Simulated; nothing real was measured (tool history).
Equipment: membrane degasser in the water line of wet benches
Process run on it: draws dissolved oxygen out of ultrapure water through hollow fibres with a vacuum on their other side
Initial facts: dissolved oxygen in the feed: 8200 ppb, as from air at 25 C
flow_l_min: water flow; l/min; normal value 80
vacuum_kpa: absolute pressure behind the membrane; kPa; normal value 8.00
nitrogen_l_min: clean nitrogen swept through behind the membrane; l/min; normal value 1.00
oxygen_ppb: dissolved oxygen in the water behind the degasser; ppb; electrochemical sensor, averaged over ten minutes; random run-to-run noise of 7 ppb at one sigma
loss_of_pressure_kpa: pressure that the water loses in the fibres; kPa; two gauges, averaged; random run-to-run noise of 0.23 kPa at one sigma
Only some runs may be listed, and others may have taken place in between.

run 1 hour=0.0 | flow_l_min=80 vacuum_kpa=8.00 nitrogen_l_min=1.00 | oxygen_ppb=738.2 loss_of_pressure_kpa=59.62
run 2 hour=203.0 | flow_l_min=80 vacuum_kpa=8.00 nitrogen_l_min=1.00 | oxygen_ppb=728.8 loss_of_pressure_kpa=59.55
run 3 hour=345.2 | flow_l_min=52 vacuum_kpa=8.00 nitrogen_l_min=1.00 | oxygen_ppb=504.4 loss_of_pressure_kpa=38.82
run 4 hour=477.7 | flow_l_min=80 vacuum_kpa=6.16 nitrogen_l_min=1.00 | oxygen_ppb=515.0 loss_of_pressure_kpa=59.71
run 5 hour=583.1 | flow_l_min=80 vacuum_kpa=6.16 nitrogen_l_min=0.59 | oxygen_ppb=656.9 loss_of_pressure_kpa=59.39
run 6 hour=761.3 | flow_l_min=80 vacuum_kpa=6.16 nitrogen_l_min=0.59 | oxygen_ppb=648.4 loss_of_pressure_kpa=59.57
run 7 hour=898.1 | flow_l_min=80 vacuum_kpa=8.00 nitrogen_l_min=1.00 | oxygen_ppb=747.6 loss_of_pressure_kpa=59.80
run 8 hour=1051.3 | flow_l_min=85 vacuum_kpa=8.00 nitrogen_l_min=1.00 | oxygen_ppb=780.9 loss_of_pressure_kpa=62.84
run 9 hour=1144.0 | flow_l_min=80 vacuum_kpa=8.00 nitrogen_l_min=1.00 | oxygen_ppb=733.9 loss_of_pressure_kpa=59.14
run 10 hour=1356.5 | flow_l_min=80 vacuum_kpa=8.00 nitrogen_l_min=1.00 | oxygen_ppb=734.0 loss_of_pressure_kpa=58.77
run 11 hour=1511.0 | flow_l_min=80 vacuum_kpa=15.62 nitrogen_l_min=1.00 | oxygen_ppb=1544.7 loss_of_pressure_kpa=59.29
-- hour=1618.2 seals of the vacuum lines changed
run 12 hour=1631.4 | flow_l_min=80 vacuum_kpa=15.62 nitrogen_l_min=1.00 | oxygen_ppb=1517.2 loss_of_pressure_kpa=59.37
-- hour=1679.0 vacuum gauge calibrated
run 13 hour=1787.8 | flow_l_min=80 vacuum_kpa=15.62 nitrogen_l_min=1.00 | oxygen_ppb=1543.2 loss_of_pressure_kpa=59.23
run 14 hour=1962.3 | flow_l_min=80 vacuum_kpa=15.62 nitrogen_l_min=1.00 | oxygen_ppb=1548.5 loss_of_pressure_kpa=58.95
run 15 hour=2108.4 | flow_l_min=80 vacuum_kpa=8.00 nitrogen_l_min=1.00 | oxygen_ppb=739.1 loss_of_pressure_kpa=59.14
run 16 hour=2224.4 | flow_l_min=80 vacuum_kpa=8.00 nitrogen_l_min=1.00 | oxygen_ppb=742.1 loss_of_pressure_kpa=59.14
run 17 hour=2415.0 | flow_l_min=80 vacuum_kpa=12.60 nitrogen_l_min=1.23 | oxygen_ppb=1096.8 loss_of_pressure_kpa=58.99
run 18 hour=2524.2 | flow_l_min=102 vacuum_kpa=8.94 nitrogen_l_min=1.00 | oxygen_ppb=1027.6 loss_of_pressure_kpa=75.83
run 19 hour=2654.5 | flow_l_min=102 vacuum_kpa=8.94 nitrogen_l_min=1.00 | oxygen_ppb=1006.3 loss_of_pressure_kpa=75.27
run 20 hour=2843.7 | flow_l_min=102 vacuum_kpa=8.94 nitrogen_l_min=1.00 | oxygen_ppb=1039.0 loss_of_pressure_kpa=74.68
run 21 hour=3037.9 | flow_l_min=102 vacuum_kpa=8.94 nitrogen_l_min=1.00 | oxygen_ppb=1018.9 loss_of_pressure_kpa=75.32
run 22 hour=3250.7 | flow_l_min=58 vacuum_kpa=8.97 nitrogen_l_min=1.63 | oxygen_ppb=466.1 loss_of_pressure_kpa=42.76
run 23 hour=3425.7 | flow_l_min=69 vacuum_kpa=8.97 nitrogen_l_min=0.46 | oxygen_ppb=1129.7 loss_of_pressure_kpa=50.58
run 24 hour=3566.6 | flow_l_min=69 vacuum_kpa=10.68 nitrogen_l_min=0.46 | oxygen_ppb=1379.5 loss_of_pressure_kpa=50.67
run 25 hour=3747.8 | flow_l_min=69 vacuum_kpa=10.68 nitrogen_l_min=0.46 | oxygen_ppb=1401.4 loss_of_pressure_kpa=50.63
run 26 hour=3861.5 | flow_l_min=69 vacuum_kpa=9.90 nitrogen_l_min=0.46 | oxygen_ppb=1287.8 loss_of_pressure_kpa=50.49
run 27 hour=4002.9 | flow_l_min=56 vacuum_kpa=11.69 nitrogen_l_min=0.99 | oxygen_ppb=863.6 loss_of_pressure_kpa=41.45
run 28 hour=4116.9 | flow_l_min=86 vacuum_kpa=10.03 nitrogen_l_min=0.97 | oxygen_ppb=1034.2 loss_of_pressure_kpa=63.16
run 29 hour=4228.5 | flow_l_min=102 vacuum_kpa=5.11 nitrogen_l_min=0.95 | oxygen_ppb=515.4 loss_of_pressure_kpa=74.47
run 30 hour=4372.6 | flow_l_min=69 vacuum_kpa=8.00 nitrogen_l_min=1.08 | oxygen_ppb=605.0 loss_of_pressure_kpa=50.02
run 31 hour=4542.0 | flow_l_min=69 vacuum_kpa=8.00 nitrogen_l_min=1.08 | oxygen_ppb=615.4 loss_of_pressure_kpa=50.41

For some of the steps in loss_of_pressure_kpa from one run to the next: how much would appear even if the tool had no hidden state, given the settings, what came in and random variation, and how much remains for the hidden state plus any gauge scatter that the measured result and the result without hidden state don't share?
The hidden state here: membrane still open, %; true pressure behind the membrane over the reading, kPa; air that leaks in behind the membrane, l/min; drift of the gauge itself on oxygen_ppb, %; drift of the gauge itself on loss_of_pressure_kpa, %.
Run 21 -> 22: flow_l_min 102 -> 58, vacuum_kpa 8.94 -> 8.97, nitrogen_l_min 1.00 -> 1.63. loss_of_pressure_kpa -32.56 kPa: hidden state +0.32, all else -32.88.
Run 27 -> 28: flow_l_min 56 -> 86, vacuum_kpa 11.69 -> 10.03, nitrogen_l_min 0.99 -> 0.97. loss_of_pressure_kpa +21.71 kPa: hidden state -0.35, all else +22.06.
Run 29 -> 30: flow_l_min 102 -> 69, vacuum_kpa 5.11 -> 8.00, nitrogen_l_min 0.95 -> 1.08. loss_of_pressure_kpa -24.45 kPa: hidden state +0.35, all else -24.80.
